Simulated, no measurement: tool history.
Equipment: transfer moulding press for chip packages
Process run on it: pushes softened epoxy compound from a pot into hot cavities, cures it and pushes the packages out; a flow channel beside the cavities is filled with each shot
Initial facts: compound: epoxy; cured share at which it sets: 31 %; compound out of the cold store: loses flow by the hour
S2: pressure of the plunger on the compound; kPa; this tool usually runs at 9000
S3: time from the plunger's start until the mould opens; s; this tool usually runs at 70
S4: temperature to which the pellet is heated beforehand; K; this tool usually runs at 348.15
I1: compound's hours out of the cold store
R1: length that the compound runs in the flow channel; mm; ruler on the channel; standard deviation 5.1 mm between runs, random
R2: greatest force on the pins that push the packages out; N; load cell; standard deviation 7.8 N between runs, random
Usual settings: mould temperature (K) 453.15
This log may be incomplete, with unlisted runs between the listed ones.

{"run": 1, "hour": 0.0, "mould temperature (K)": 453.15, "S2": 9000, "S3": 70, "S4": 348.15, "I1": 29.8, "R1": 809, "R2": 514}
{"hour": 11.6, "done": "cavities cleaned with cleaning compound and waxed"}
{"run": 2, "hour": 47.1, "mould temperature (K)": 453.15, "S2": 9000, "S3": 70, "S4": 348.15, "I1": 16.8, "R1": 870, "R2": 534}
{"hour": 59.6, "done": "cavities cleaned with cleaning compound and waxed"}
{"run": 3, "hour": 103.6, "mould temperature (K)": 453.15, "S2": 9000, "S3": 70, "S4": 338.15, "I1": 38.8, "R1": 772, "R2": 556}
{"hour": 108.3, "done": "cavities cleaned with cleaning compound and waxed"}
{"run": 4, "hour": 148.9, "mould temperature (K)": 453.15, "S2": 9000, "S3": 70, "S4": 348.15, "I1": 28.4, "R1": 793, "R2": 553}
{"hour": 159.8, "done": "cavities cleaned with cleaning compound and waxed"}
{"hour": 171.6, "done": "mould's thermocouples calibrated"}
{"hour": 188.2, "done": "plunger's sealing rings changed"}
{"run": 5, "hour": 193.6, "mould temperature (K)": 453.15, "S2": 9000, "S3": 70, "S4": 348.15, "I1": 44.8, "R1": 792, "R2": 497}
{"hour": 211.0, "done": "cavities cleaned with cleaning compound and waxed"}
{"run": 6, "hour": 249.7, "mould temperature (K)": 453.15, "S2": 9000, "S3": 70, "S4": 348.15, "I1": 29.6, "R1": 851, "R2": 532}
{"hour": 257.4, "done": "cavities cleaned with cleaning compound and waxed"}
{"hour": 309.5, "done": "cavities cleaned with cleaning compound and waxed"}
{"run": 7, "hour": 313.0, "mould temperature (K)": 453.15, "S2": 9000, "S3": 52, "S4": 348.15, "I1": 25.9, "R1": 866, "R2": 860}
{"run": 8, "hour": 352.4, "mould temperature (K)": 453.15, "S2": 9000, "S3": 52, "S4": 348.15, "I1": 41.4, "R1": 789, "R2": 1166}
{"hour": 359.7, "done": "cavities cleaned with cleaning compound and waxed"}
{"run": 9, "hour": 400.0, "mould temperature (K)": 453.15, "S2": 10160, "S3": 52, "S4": 348.15, "I1": 11.3, "R1": 977, "R2": 1315}
{"hour": 406.6, "done": "cavities cleaned with cleaning compound and waxed"}
{"hour": 454.6, "done": "cavities cleaned with cleaning compound and waxed"}
{"run": 10, "hour": 476.3, "mould temperature (K)": 454.15, "S2": 9000, "S3": 70, "S4": 348.15, "I1": 43.6, "R1": 762, "R2": 428}
{"hour": 503.6, "done": "cavities cleaned with cleaning compound and waxed"}
{"run": 11, "hour": 546.8, "mould temperature (K)": 454.15, "S2": 9000, "S3": 70, "S4": 348.15, "I1": 16.8, "R1": 874, "R2": 540}
{"hour": 554.8, "done": "cavities cleaned with cleaning compound and waxed"}
{"hour": 591.9, "done": "mould's thermocouples calibrated, once more"}
{"hour": 605.6, "done": "cavities cleaned with cleaning compound and waxed"}
{"run": 12, "hour": 622.8, "mould temperature (K)": 454.15, "S2": 10850, "S3": 70, "S4": 353.15, "I1": 11.5, "R1": 965, "R2": 435}
{"hour": 654.4, "done": "cavities cleaned with cleaning compound and waxed"}
{"hour": 690.5, "done": "plunger's sealing rings changed"}
{"run": 13, "hour": 691.7, "mould temperature (K)": 453.15, "S2": 9520, "S3": 70, "S4": 340.15, "I1": 34.7, "R1": 852, "R2": 488}
{"hour": 705.6, "done": "cavities cleaned with cleaning compound and waxed"}
{"run": 14, "hour": 731.7, "mould temperature (K)": 459.15, "S2": 7700, "S3": 70, "S4": 340.15, "I1": 27.5, "R1": 779, "R2": 355}
{"hour": 753.4, "done": "cavities cleaned with cleaning compound and waxed"}
{"run": 15, "hour": 763.8, "mould temperature (K)": 459.15, "S2": 7700, "S3": 70, "S4": 340.15, "I1": 20.7, "R1": 813, "R2": 327}

Predict the results of run 16:
{"hour": 802.2, "done": "cavities cleaned with cleaning compound and waxed"}
{"run": 16, "hour": 816.2, "mould temperature (K)": 449.15, "S2": 9000, "S3": 70, "S4": 350.15, "I1": 10.3, "R1": "?", "R2": "?"}

For run 16 the tool returned R1 947 mm, R2 609 N.
Were there no unlogged condition in the tool, this run, its random variation unchanged, would have produced R1 967 mm, R2 500 N.

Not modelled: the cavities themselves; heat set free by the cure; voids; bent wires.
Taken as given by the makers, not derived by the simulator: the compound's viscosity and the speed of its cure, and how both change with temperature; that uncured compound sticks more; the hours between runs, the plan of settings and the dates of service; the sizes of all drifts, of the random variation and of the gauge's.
